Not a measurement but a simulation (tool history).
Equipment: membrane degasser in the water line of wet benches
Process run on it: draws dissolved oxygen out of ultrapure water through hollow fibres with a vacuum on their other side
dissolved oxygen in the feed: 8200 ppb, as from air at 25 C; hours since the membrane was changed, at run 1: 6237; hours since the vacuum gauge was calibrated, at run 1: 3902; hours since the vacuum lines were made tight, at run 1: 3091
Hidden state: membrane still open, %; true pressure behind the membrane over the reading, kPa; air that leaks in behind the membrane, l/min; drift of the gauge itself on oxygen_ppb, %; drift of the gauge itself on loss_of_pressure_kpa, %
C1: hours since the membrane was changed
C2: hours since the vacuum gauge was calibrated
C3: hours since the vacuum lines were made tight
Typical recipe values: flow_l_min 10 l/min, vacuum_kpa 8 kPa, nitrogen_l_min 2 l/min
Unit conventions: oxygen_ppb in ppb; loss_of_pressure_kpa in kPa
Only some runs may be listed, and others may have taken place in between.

Run 1, hour 0: usual settings; C1 6237; C2 3902; C3 3091. Result: oxygen_ppb 300 ppb, loss_of_pressure_kpa 62.44 kPa.
Run 2, hour 135.7: usual settings; C1 6373; C2 4038; C3 3227. Result: oxygen_ppb 298.1 ppb, loss_of_pressure_kpa 62.8 kPa.
Run 3, hour 227: usual settings; C1 6464; C2 4130; C3 3318. Result: oxygen_ppb 304.6 ppb, loss_of_pressure_kpa 62.73 kPa.
Run 4, hour 342.3: usual settings; C1 6579; C2 4245; C3 3433. Result: oxygen_ppb 305.4 ppb, loss_of_pressure_kpa 62.8 kPa.
Run 5, hour 546.1: usual settings; C1 6783; C2 4449; C3 3637. Result: oxygen_ppb 300.9 ppb, loss_of_pressure_kpa 62.62 kPa.
Run 6, hour 753.2: usual settings but vacuum_kpa 7.53 kPa; C1 6990; C2 4656; C3 3844. Result: oxygen_ppb 297.5 ppb, loss_of_pressure_kpa 63.12 kPa.
Run 7, hour 958.6: usual settings but vacuum_kpa 9.42 kPa; C1 7195; C2 4861; C3 4050. Result: oxygen_ppb 323.8 ppb, loss_of_pressure_kpa 62.96 kPa.
Run 8, hour 1096.8: usual settings but vacuum_kpa 10.27 kPa; C1 7334; C2 4999; C3 4188. Result: oxygen_ppb 329.1 ppb, loss_of_pressure_kpa 63.11 kPa.
Run 9, hour 1245.1: usual settings but vacuum_kpa 10.27 kPa; C1 7482; C2 5148; C3 4336. Result: oxygen_ppb 335.8 ppb, loss_of_pressure_kpa 63.06 kPa.
Run 10, hour 1386: usual settings but vacuum_kpa 10.27 kPa; C1 7623; C2 5289; C3 4477. Result: oxygen_ppb 333.4 ppb, loss_of_pressure_kpa 62.57 kPa.
Run 11, hour 1513.8: usual settings but vacuum_kpa 5.29 kPa; C1 7751; C2 5416; C3 4605. Result: oxygen_ppb 272 ppb, loss_of_pressure_kpa 62.84 kPa.
Run 12, hour 1622.9: usual settings but vacuum_kpa 5.29 kPa; C1 7860; C2 5525; C3 4714. Result: oxygen_ppb 279.7 ppb, loss_of_pressure_kpa 62.94 kPa.
Run 13, hour 1773.7: usual settings but vacuum_kpa 5.29 kPa; C1 8011; C2 5676; C3 4865. Result: oxygen_ppb 272.7 ppb, loss_of_pressure_kpa 63.08 kPa.
Run 14, hour 1929.2: usual settings but vacuum_kpa 5.29 kPa; C1 8166; C2 5832; C3 5020. Result: oxygen_ppb 274.5 ppb, loss_of_pressure_kpa 62.97 kPa.
Run 15, hour 2051.9: usual settings but vacuum_kpa 5.29 kPa; C1 8289; C2 5954; C3 5143. Result: oxygen_ppb 277 ppb, loss_of_pressure_kpa 63.11 kPa.
Run 16, hour 2236.6: usual settings; C1 8473; C2 6139; C3 5328. Result: oxygen_ppb 317.1 ppb, loss_of_pressure_kpa 62.73 kPa.
Run 17, hour 2383.1: usual settings; C1 8620; C2 6286; C3 5474. Result: oxygen_ppb 310.6 ppb, loss_of_pressure_kpa 63.48 kPa.
Run 18, hour 2520.9: usual settings but vacuum_kpa 9.07 kPa, nitrogen_l_min 2.04 l/min; C1 8758; C2 6423; C3 5612. Result: oxygen_ppb 322.8 ppb, loss_of_pressure_kpa 63.42 kPa.
Run 19, hour 2731: usual settings but vacuum_kpa 18.66 kPa, nitrogen_l_min 3.12 l/min; C1 8968; C2 6633; C3 5822. Result: oxygen_ppb 373.4 ppb, loss_of_pressure_kpa 63.23 kPa.
Run 20, hour 2895.8: usual settings but vacuum_kpa 14.82 kPa, nitrogen_l_min 2.57 l/min; C1 9133; C2 6798; C3 5987. Result: oxygen_ppb 361.5 ppb, loss_of_pressure_kpa 63.33 kPa.
Run 21, hour 2988.4: usual settings but vacuum_kpa 14.82 kPa, nitrogen_l_min 2.57 l/min; C1 9225; C2 6891; C3 6080. Result: oxygen_ppb 362 ppb, loss_of_pressure_kpa 63.65 kPa.
Run 22, hour 3132.7: usual settings but flow_l_min 11 l/min, vacuum_kpa 14.82 kPa, nitrogen_l_min 1.85 l/min; C1 9370; C2 7035; C3 6224. Result: oxygen_ppb 499.4 ppb, loss_of_pressure_kpa 69.68 kPa.
Run 23, hour 3339: usual settings but flow_l_min 7 l/min, vacuum_kpa 16.28 kPa, nitrogen_l_min 2.67 l/min; C1 9576; C2 7241; C3 6430. Result: oxygen_ppb 162.5 ppb, loss_of_pressure_kpa 44.51 kPa.
Run 24, hour 3482.5: usual settings but flow_l_min 7 l/min, vacuum_kpa 16.28 kPa, nitrogen_l_min 2.67 l/min; C1 9719; C2 7385; C3 6574. Result: oxygen_ppb 162.8 ppb, loss_of_pressure_kpa 44.61 kPa.
Run 25, hour 3692.9: usual settings but flow_l_min 7 l/min, vacuum_kpa 16.28 kPa, nitrogen_l_min 2.67 l/min; C1 9930; C2 7595; C3 6784. Result: oxygen_ppb 159.7 ppb, loss_of_pressure_kpa 44.83 kPa.
Run 26, hour 3789.8: usual settings but flow_l_min 7 l/min, vacuum_kpa 12.13 kPa, nitrogen_l_min 1.51 l/min; C1 10027; C2 7692; C3 6881. Result: oxygen_ppb 180.1 ppb, loss_of_pressure_kpa 44.17 kPa.
Run 27, hour 3964.1: usual settings but flow_l_min 13 l/min, vacuum_kpa 6.4 kPa; C1 10201; C2 7867; C3 7055. Result: oxygen_ppb 575.5 ppb, loss_of_pressure_kpa 82.94 kPa.
Run 28, hour 4108: usual settings but flow_l_min 14 l/min, vacuum_kpa 17.07 kPa, nitrogen_l_min 3.64 l/min; C1 10345; C2 8011; C3 7199. Result: oxygen_ppb 740.4 ppb, loss_of_pressure_kpa 88.85 kPa.
Run 29, hour 4269.2: usual settings but flow_l_min 14 l/min, vacuum_kpa 17.07 kPa, nitrogen_l_min 3.64 l/min; C1 10506; C2 8172; C3 7360. Result: oxygen_ppb 756 ppb, loss_of_pressure_kpa 88.82 kPa.
Run 30, hour 4444.9: usual settings but flow_l_min 14 l/min, vacuum_kpa 17.07 kPa, nitrogen_l_min 3.64 l/min; C1 10682; C2 8347; C3 7536. Result: oxygen_ppb 756.4 ppb, loss_of_pressure_kpa 89.28 kPa.
Run 31, hour 4551.1: usual settings but flow_l_min 14 l/min, vacuum_kpa 12.14 kPa, nitrogen_l_min 0.83 l/min; C1 10788; C2 8454; C3 7642. Result: oxygen_ppb 935.6 ppb, loss_of_pressure_kpa 89.57 kPa.
Run 32, hour 4694.9: usual settings but flow_l_min 14 l/min, vacuum_kpa 12.14 kPa, nitrogen_l_min 0.83 l/min; C1 10932; C2 8597; C3 7786. Result: oxygen_ppb 940.8 ppb, loss_of_pressure_kpa 89.18 kPa.
At hour 4847.2: vacuum gauge calibrated.
Run 33, hour 4901.1: usual settings but flow_l_min 14 l/min, vacuum_kpa 12.14 kPa, nitrogen_l_min 0.83 l/min; C1 11138; C2 54; C3 7992. Result: oxygen_ppb 929.2 ppb, loss_of_pressure_kpa 89.22 kPa.

Branching from run 33: 3 alternative next runs. What would each branch give?
Run A, hour 5014.6: usual settings but flow_l_min 11 l/min; C1 11251; C2 167; C3 8105. Result: oxygen_ppb ?, loss_of_pressure_kpa ?.
Run B, hour 5014.6: usual settings but vacuum_kpa 8.29 kPa, nitrogen_l_min 1.48 l/min; C1 11251; C2 167; C3 8105. Result: oxygen_ppb ?, loss_of_pressure_kpa ?.
Run C, hour 5014.6: usual settings but flow_l_min 7 l/min, vacuum_kpa 5.86 kPa, nitrogen_l_min 2.15 l/min; C1 11251; C2 167; C3 8105. Result: oxygen_ppb ?, loss_of_pressure_kpa ?.

run  oxygen_ppb  loss_of_pressure_kpa
  A       405.1                 70.11
  B       342.4                 64.47
  C        95.9                  44.7
With no hidden state in the tool, these same runs would have given:
run  oxygen_ppb  loss_of_pressure_kpa
  A       356.5                 67.04
  B         301                 61.66
  C        80.1                 42.74

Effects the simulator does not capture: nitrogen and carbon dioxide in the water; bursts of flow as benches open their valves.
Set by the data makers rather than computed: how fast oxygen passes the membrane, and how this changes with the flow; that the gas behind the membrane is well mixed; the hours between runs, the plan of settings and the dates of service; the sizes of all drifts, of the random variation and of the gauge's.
